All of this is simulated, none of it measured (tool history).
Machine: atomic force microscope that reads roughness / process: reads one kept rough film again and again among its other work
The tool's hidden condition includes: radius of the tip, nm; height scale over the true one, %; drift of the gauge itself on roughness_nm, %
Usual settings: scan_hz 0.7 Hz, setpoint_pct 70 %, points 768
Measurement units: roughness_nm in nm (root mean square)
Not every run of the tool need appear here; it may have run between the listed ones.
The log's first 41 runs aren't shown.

run,day,scan_hz,setpoint_pct,points,pictures with this tip,hours of work since the height scale was calibrated,roughness_nm
42,43.771,0.521,74,386,127,92,4.057
43,45.083,0.88,70,551,180,111,3.934
44,46.1,1.414,83,532,222,126,3.72
# day 46.479: new tip fitted
45,47.396,3.597,81,883,38,145,3.729
46,48.779,3.597,81,883,94,165,3.652
47,50.204,3.597,62,723,152,186,3.868
48,51.762,0.503,82,322,216,209,3.893
# day 52.229: new tip fitted
49,52.838,0.663,69,476,25,225,4.188
50,53.883,0.663,69,476,67,240,4.126

Expected results for the next run?
51,54.804,0.7,70,291,105,253,?

{"run 51": {"roughness_nm": 4.055}}
Minus the tool's unlogged condition, the same run would have read roughness_nm 4.221 nm (root mean square).

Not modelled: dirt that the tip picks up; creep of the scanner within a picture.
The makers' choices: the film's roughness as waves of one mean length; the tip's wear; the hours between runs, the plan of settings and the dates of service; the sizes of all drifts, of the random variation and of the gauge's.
